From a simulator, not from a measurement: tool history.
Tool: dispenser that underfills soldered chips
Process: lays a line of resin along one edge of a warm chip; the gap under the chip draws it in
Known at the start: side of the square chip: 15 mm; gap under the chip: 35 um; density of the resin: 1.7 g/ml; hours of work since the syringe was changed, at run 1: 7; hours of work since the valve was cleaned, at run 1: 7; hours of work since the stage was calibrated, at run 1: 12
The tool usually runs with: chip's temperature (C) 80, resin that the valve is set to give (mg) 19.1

| run | hour | chip's temperature (C) | resin that the valve is set to give (mg) | hours of work since the syringe was changed | hours of work since the valve was cleaned | hours of work since the stage was calibrated | time until the resin shows at the far edge (s) | resin that the valve gave (mg) |
|---|---|---|---|---|---|---|---|---|
| 1 | 0 | 80 | 19.1 | 7 | 7 | 12 | 877.2 | 19.05 |
|  | 5.3 | new syringe of resin |
| 2 | 6 | 80 | 19.1 | 0 | 11 | 16 | 635.4 | 18.94 |
| 3 | 10 | 80 | 19.1 | 3 | 13 | 19 | 734.7 | 18.99 |
| 4 | 13.3 | 80 | 19.1 | 5 | 15 | 21 | 827.9 | 18.96 |
| 5 | 19.2 | 80 | 19.1 | 9 | 19 | 25 | 1012.6 | 18.88 |
|  | 20.7 | new syringe of resin |
| 6 | 23.3 | 80 | 19.1 | 2 | 22 | 27 | 671.1 | 18.88 |
| 7 | 27 | 80 | 19.1 | 4 | 24 | 30 | 779.1 | 18.87 |
| 8 | 31.7 | 80 | 19.7 | 7 | 28 | 33 | 938.7 | 19.43 |
| 9 | 34.6 | 67 | 19.1 | 9 | 30 | 35 | 1570.3 | 18.79 |
|  | 36.3 | new syringe of resin |
| 10 | 39.1 | 67 | 19.1 | 2 | 32 | 38 | 1067.5 | 18.79 |
| 11 | 42.9 | 71 | 17.8 | 4 | 35 | 40 | 1088.5 | 17.5 |
| 12 | 47.2 | 71 | 20 | 7 | 38 | 43 | 1212.6 | 19.64 |
| 13 | 50.5 | 71 | 20 | 10 | 40 | 45 | 1331.9 | 19.61 |
|  | 51.6 | new syringe of resin |
| 14 | 55.9 | 91 | 23 | 3 | 44 | 49 | 513 | 22.5 |
| 15 | 59.3 | 91 | 23 | 5 | 46 | 51 | 570.5 | 22.51 |
| 16 | 65.1 | 91 | 23 | 9 | 50 | 55 | 703.5 | 22.47 |
|  | 67.2 | new syringe of resin |
| 17 | 68.7 | 89 | 16.7 | 1 | 52 | 57 | 521.4 | 16.27 |
| 18 | 71.5 | 89 | 16.7 | 3 | 54 | 59 | 589.7 | 16.23 |
| 19 | 75.5 | 80 | 18.9 | 6 | 56 | 62 | 841.1 | 18.4 |

Consider 5 possible next runs. They are alternatives, not a sequence: every one starts from the tool as it was left by run 19. What does each give?
| A | 78.3 | 83 | 21 | 7 | 58 | 64 | ? | ? |
| B | 78.3 | 80 | 20.6 | 7 | 58 | 64 | ? | ? |
| C | 78.3 | 89 | 24.2 | 7 | 58 | 64 | ? | ? |
| D | 78.3 | 70 | 22.1 | 7 | 58 | 64 | ? | ? |
| E | 78.3 | 80 | 19.6 | 7 | 58 | 64 | ? | ? |

| run | time until the resin shows at the far edge (s) | resin that the valve gave (mg) |
|---|---|---|
| A | 829 | 20.43 |
| B | 904.5 | 20.06 |
| C | 680.7 | 23.5 |
| D | 1233.3 | 21.49 |
| E | 912.2 | 19.05 |
With the hidden condition removed and each run's random variation left untouched, the same runs would have given:
| run | time until the resin shows at the far edge (s) | resin that the valve gave (mg) |
|---|---|---|
| A | 558.8 | 20.99 |
| B | 609 | 20.61 |
| C | 459.9 | 24.15 |
| D | 830.3 | 22.09 |
| E | 613.5 | 19.57 |

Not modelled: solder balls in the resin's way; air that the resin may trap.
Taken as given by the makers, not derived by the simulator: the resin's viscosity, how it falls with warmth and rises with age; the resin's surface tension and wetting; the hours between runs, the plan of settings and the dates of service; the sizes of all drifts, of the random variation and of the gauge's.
